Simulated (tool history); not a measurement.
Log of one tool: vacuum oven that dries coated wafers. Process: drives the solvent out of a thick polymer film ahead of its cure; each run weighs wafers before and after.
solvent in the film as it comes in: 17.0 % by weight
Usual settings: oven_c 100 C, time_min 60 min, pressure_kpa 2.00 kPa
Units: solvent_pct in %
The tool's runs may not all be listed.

| run | hour | oven_c | time_min | pressure_kpa | solvent_pct |
|---|---|---|---|---|---|
| 1 | 0.0 | 100 | 60 | 2.00 | 1.48 |
| 2 | 52.8 | 112 | 60 | 2.00 | 0.63 |
| 3 | 139.9 | 100 | 60 | 2.00 | 1.46 |
| 4 | 203.4 | 100 | 60 | 1.12 | 1.17 |
| 5 | 284.9 | 100 | 60 | 1.12 | 1.17 |
| 6 | 331.1 | 100 | 60 | 1.12 | 1.20 |
| 7 | 387.9 | 100 | 33 | 2.00 | 3.53 |
| 8 | 436.3 | 100 | 60 | 2.00 | 1.45 |
| 9 | 488.3 | 100 | 60 | 2.00 | 1.46 |
| 10 | 582.8 | 100 | 60 | 2.00 | 1.45 |
| 11 | 664.3 | 100 | 60 | 2.00 | 1.45 |
| 12 | 715.8 | 101 | 65 | 2.55 | 1.38 |
| 13 | 820.7 | 88 | 70 | 2.00 | 2.62 |
| 14 | 920.9 | 104 | 75 | 1.74 | 0.72 |
| 15 | 965.1 | 104 | 75 | 1.74 | 0.74 |
| 16 | 1049.4 | 104 | 75 | 1.74 | 0.74 |
| 17 | 1114.2 | 101 | 75 | 1.74 | 0.90 |
|  | 1175.4 | oven's thermocouples calibrated |
| 18 | 1219.0 | 101 | 75 | 1.74 | 0.91 |
| 19 | 1273.6 | 100 | 68 | 1.49 | 1.05 |
| 20 | 1323.4 | 102 | 60 | 2.00 | 1.28 |
| 21 | 1379.9 | 105 | 35 | 2.00 | 2.41 |

Forecast each of these 3 alternatives for the next run:
| A | 1433.6 | 98 | 36 | 2.29 | ? |
| B | 1433.6 | 100 | 69 | 2.67 | ? |
| C | 1433.6 | 108 | 35 | 2.00 | ? |

| run | solvent_pct |
|---|---|
| A | 3.60 |
| B | 1.39 |
| C | 2.00 |
Without the tool's hidden state the same runs would have given:
| run | solvent_pct |
|---|---|
| A | 3.60 |
| B | 1.38 |
| C | 2.00 |
